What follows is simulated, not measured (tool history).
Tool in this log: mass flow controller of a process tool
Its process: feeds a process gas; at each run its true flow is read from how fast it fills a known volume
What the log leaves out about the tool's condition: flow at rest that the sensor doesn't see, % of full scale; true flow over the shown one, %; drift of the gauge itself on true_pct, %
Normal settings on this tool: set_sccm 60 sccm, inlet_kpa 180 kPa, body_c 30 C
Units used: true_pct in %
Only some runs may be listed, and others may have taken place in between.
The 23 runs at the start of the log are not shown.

run    hour  set_sccm  inlet_kpa  body_c  hours of work since the controller was set to zero  hours of work since the controller was changed  true_pct
 24  1528.4        18        198      24                                                  31                                             857     96.98
 25    1575        18        198      24                                                  51                                             877     97.11
 26  1658.2        49        189      30                                                  86                                             912     97.74
 27  1721.3        49        189      30                                                 113                                             939     97.77
 28    1780        49        189      30                                                 138                                             964     97.62
 29  1848.2        86        180      30                                                 167                                             993     98.93
 30    1895        86        180      30                                                 187                                            1013     98.88
 31  1931.3        86        142      39                                                 202                                            1028     98.38
 32  1989.2        58        226      26                                                 227                                            1052     97.78
 33  2034.7        58        176      21                                                 246                                            1072      98.6
 34  2078.5        78        258      30                                                 265                                            1090     98.05
 35  2149.7        78        258      30                                                 295                                            1121     97.93
 36  2188.5        36        247      30                                                 311                                            1137     96.79
 37  2253.9        36        247      30                                                 339                                            1165     96.41
 38  2331.5        36        247      30                                                 372                                            1198     96.56
 39  2388.5        44        217      36                                                 396                                            1222      96.5
 40  2459.6       100        207      23                                                 426                                            1252     99.33
 41  2515.3        12        201      30                                                 450                                            1276     95.28
 42  2598.9        12        156      35                                                 486                                            1311     95.08
 43  2634.9        21        180      22                                                 501                                            1327     96.59

Branching from run 43: 3 alternative next runs. What would each branch give?
  A  2701        60        163      20                                                 529                                            1355         ?
  B  2701        76        180      22                                                 529                                            1355         ?
  C  2701        15        218      22                                                 529                                            1355         ?

run  true_pct
  A     98.52
  B     98.77
  C     95.93
With no hidden state in the tool, these same runs would have given:
run  true_pct
  A     99.48
  B     99.68
  C      97.7
